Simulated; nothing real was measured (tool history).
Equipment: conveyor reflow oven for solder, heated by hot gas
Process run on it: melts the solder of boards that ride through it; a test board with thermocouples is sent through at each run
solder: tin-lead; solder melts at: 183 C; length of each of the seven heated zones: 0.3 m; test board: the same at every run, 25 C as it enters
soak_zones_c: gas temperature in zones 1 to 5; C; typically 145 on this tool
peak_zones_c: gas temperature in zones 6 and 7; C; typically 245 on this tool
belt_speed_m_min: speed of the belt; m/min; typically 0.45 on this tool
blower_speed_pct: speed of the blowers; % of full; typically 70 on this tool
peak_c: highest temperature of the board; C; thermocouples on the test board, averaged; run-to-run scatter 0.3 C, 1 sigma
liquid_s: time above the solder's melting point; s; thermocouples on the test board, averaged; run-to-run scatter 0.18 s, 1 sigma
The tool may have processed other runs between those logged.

| run | hour | soak_zones_c | peak_zones_c | belt_speed_m_min | blower_speed_pct | peak_c | liquid_s |
|---|---|---|---|---|---|---|---|
| 1 | 0 | 145 | 245 | 0.45 | 70 | 228.5 | 70.3 |
|  | 25.5 | flux residue cleaned out of gas plates and filters |
| 2 | 38.9 | 145 | 245 | 0.45 | 70 | 228.6 | 70.2 |
| 3 | 55.3 | 134 | 245 | 0.45 | 70 | 226.4 | 65.2 |
| 4 | 85.5 | 145 | 245 | 0.389 | 70 | 232.8 | 84.2 |
| 5 | 109.5 | 145 | 245 | 0.389 | 70 | 232.7 | 83.9 |
| 6 | 125.7 | 145 | 245 | 0.389 | 70 | 232.7 | 84.6 |
| 7 | 151.9 | 145 | 245 | 0.371 | 59 | 230.9 | 87.5 |
| 8 | 178.3 | 158 | 255 | 0.537 | 71 | 234 | 66 |
| 9 | 197.5 | 158 | 255 | 0.537 | 71 | 233.2 | 65.7 |
| 10 | 227.6 | 158 | 255 | 0.537 | 71 | 234.2 | 66 |
| 11 | 267.1 | 154 | 248 | 0.45 | 70 | 232.5 | 76.1 |

Consider 3 possible next runs. They are alternatives, not a sequence: every one starts from the tool as it was left by run 11. What does each give?
| A | 289.1 | 145 | 245 | 0.523 | 70 | ? | ? |
| B | 289.1 | 147 | 248 | 0.394 | 50 | ? | ? |
| C | 289.1 | 153 | 245 | 0.45 | 57 | ? | ? |

| run | peak_c | liquid_s |
|---|---|---|
| A | 222.3 | 57.1 |
| B | 229 | 81.5 |
| C | 225.3 | 71.8 |
What these runs would have given with no unlogged condition in the tool:
| run | peak_c | liquid_s |
|---|---|---|
| A | 222.5 | 57.1 |
| B | 229.1 | 81.4 |
| C | 225.4 | 71.7 |
